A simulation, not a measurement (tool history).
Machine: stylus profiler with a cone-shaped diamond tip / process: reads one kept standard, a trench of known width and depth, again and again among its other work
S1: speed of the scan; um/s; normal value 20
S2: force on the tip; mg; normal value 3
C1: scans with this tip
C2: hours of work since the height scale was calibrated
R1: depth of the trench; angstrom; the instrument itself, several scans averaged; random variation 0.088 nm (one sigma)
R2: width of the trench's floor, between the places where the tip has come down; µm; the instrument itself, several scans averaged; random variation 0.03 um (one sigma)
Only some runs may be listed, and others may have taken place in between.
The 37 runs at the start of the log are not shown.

Run 38, day 26.829: usual settings but S1 33 um/s, S2 1.17 mg; C1 814; C2 57. Result: R1 1007.2 angstrom, R2 28.54 µm.
Run 39, day 27.792: usual settings but S1 34 um/s, S2 4.46 mg; C1 977; C2 68. Result: R1 1020.4 angstrom, R2 28.6 µm.
Run 40, day 28.254: usual settings but S1 7 um/s, S2 4.39 mg; C1 1055; C2 73. Result: R1 1019.2 angstrom, R2 28.69 µm.
Run 41, day 29.262: usual settings but S2 2.65 mg; C1 1226; C2 85. Result: R1 1014 angstrom, R2 28.66 µm.
Run 42, day 30.325: usual settings but S2 2.65 mg; C1 1405; C2 98. Result: R1 1013.2 angstrom, R2 28.7 µm.
Run 43, day 31.396: usual settings but S1 70 um/s, S2 2.86 mg; C1 1586; C2 110. Result: R1 1012.7 angstrom, R2 28.49 µm.
Run 44, day 32.192: usual settings but S1 9 um/s, S2 3.34 mg; C1 1721; C2 119. Result: R1 1016.1 angstrom, R2 28.71 µm.
Run 45, day 32.742: usual settings but S1 70 um/s, S2 1.09 mg; C1 1813; C2 126. Result: R1 1008 angstrom, R2 28.28 µm.
Run 46, day 33.512: usual settings but S1 70 um/s, S2 1.09 mg; C1 1944; C2 135. Result: R1 1006.3 angstrom, R2 28.34 µm.

Predict each of these 4 candidate next runs independently; none follows another, all start after run 46:
Run A, day 34.075: usual settings but S1 5 um/s, S2 3.46 mg; C1 2038; C2 142. Result: R1 ?, R2 ?.
Run B, day 34.075: usual settings but S1 70 um/s, S2 3.53 mg; C1 2038; C2 142. Result: R1 ?, R2 ?.
Run C, day 34.075: usual settings but S1 6 um/s, S2 1.09 mg; C1 2038; C2 142. Result: R1 ?, R2 ?.
Run D, day 34.075: usual settings but S1 28 um/s, S2 7.98 mg; C1 2038; C2 142. Result: R1 ?, R2 ?.

run      R1     R2
  A  1016.4  28.76
  B  1016.8  28.51
  C  1007.2  28.73
  D    1027  28.71
Without the tool's unlogged condition, the same runs would have read:
run      R1     R2
  A  1016.4  28.76
  B  1016.7  28.51
  C  1007.2  28.73
  D  1026.9  28.71
